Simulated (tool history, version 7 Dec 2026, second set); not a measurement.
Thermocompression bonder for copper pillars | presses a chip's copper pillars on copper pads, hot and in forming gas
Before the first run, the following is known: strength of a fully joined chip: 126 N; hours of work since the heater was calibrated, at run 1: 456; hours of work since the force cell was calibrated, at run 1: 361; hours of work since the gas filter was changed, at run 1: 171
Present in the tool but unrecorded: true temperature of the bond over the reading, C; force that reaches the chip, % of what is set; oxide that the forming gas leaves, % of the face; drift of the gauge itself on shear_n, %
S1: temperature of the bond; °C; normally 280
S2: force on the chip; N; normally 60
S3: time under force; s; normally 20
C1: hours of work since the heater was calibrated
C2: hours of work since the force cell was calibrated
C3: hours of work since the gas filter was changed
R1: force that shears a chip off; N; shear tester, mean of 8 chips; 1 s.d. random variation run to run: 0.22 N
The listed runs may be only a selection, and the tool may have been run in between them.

run	hour	S1	S2	S3	C1	C2	C3	R1
1	0.0	280	60	20	456	361	171	50.9
2	24.7	280	60	20	470	374	185	50.7
3	43.3	280	60	20	480	384	195	50.8
4	60.2	280	60	20	489	393	204	51.0
5	73.2	280	60	20	496	400	211	50.6
6	95.1	280	60	20	507	412	222	50.3
7	113.4	303	60	24	517	422	232	65.7
8	130.7	300	58	44	526	431	242	75.5
9	145.4	290	40	12	534	439	249	32.5
10	169.3	267	60	17	547	452	262	41.3
11	184.6	267	60	17	555	460	271	41.9
12	204.2	267	60	17	566	471	281	41.4

Forecast each of these 3 alternatives for the next run:
# hour 210.0: forming gas filter changed
A	221.2	258	44	46	575	479	6	?
# hour 210.0: forming gas filter changed
B	221.2	298	44	17	575	479	6	?
# hour 210.0: forming gas filter changed
C	221.2	280	40	20	575	479	6	?

run	R1
A	45.7
B	45.9
C	38.0
Without the tool's unlogged condition, the same runs would have read:
run	R1
A	43.0
B	43.4
C	35.7

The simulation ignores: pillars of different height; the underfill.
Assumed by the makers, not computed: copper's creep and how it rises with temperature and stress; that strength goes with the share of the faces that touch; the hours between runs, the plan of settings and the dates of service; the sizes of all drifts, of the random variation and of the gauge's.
